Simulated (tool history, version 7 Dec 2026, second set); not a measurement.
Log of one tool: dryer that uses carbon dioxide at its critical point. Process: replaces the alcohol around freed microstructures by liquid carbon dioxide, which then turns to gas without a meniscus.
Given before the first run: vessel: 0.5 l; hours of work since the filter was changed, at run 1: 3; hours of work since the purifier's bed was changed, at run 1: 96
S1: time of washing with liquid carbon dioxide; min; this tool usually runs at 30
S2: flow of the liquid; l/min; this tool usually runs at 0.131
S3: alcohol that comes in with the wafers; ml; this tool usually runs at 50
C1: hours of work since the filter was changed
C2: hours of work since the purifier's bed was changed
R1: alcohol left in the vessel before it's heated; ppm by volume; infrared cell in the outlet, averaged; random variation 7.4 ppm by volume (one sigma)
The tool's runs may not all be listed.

run	hour	S1	S2	S3	C1	C2	R1
1	0.0	30	0.131	50	3	96	393
2	5.8	30	0.131	50	6	98	391
3	14.5	30	0.131	50	9	101	383
4	24.7	30	0.131	74	12	105	582
5	35.9	23	0.131	50	16	109	1407
6	42.3	23	0.131	50	18	111	1452
7	47.7	30	0.142	50	20	113	261
8	57.9	31	0.131	50	24	116	356
9	67.2	31	0.131	50	27	120	337
10	77.1	25	0.159	38	30	123	314
11	82.8	25	0.159	38	32	125	315
12	88.0	45	0.139	50	34	127	40
13	98.5	24	0.102	53	38	130	3363
14	106.5	24	0.102	53	41	133	3363
15	118.0	24	0.102	53	45	137	3422
16	126.3	23	0.126	29	48	140	1041
17	133.2	44	0.085	31	50	142	342

For some of the steps in R1 from one run to the next: how much would appear even if the tool had no hidden state, given the settings, what came in and random variation, and how much remains for the hidden state plus any gauge scatter that the measured result and the result without hidden state don't share?
Hidden conditions of the tool in this case: flow that reaches the vessel past the clogged filter, %; alcohol in the recycled carbon dioxide, ppm; drift of the gauge itself on alcohol_ppm, %.
Run 12 -> 13: S1 45 -> 24, S2 0.139 -> 0.102, S3 50 -> 53. R1 +3323 ppm by volume: hidden state +170, all else +3153.
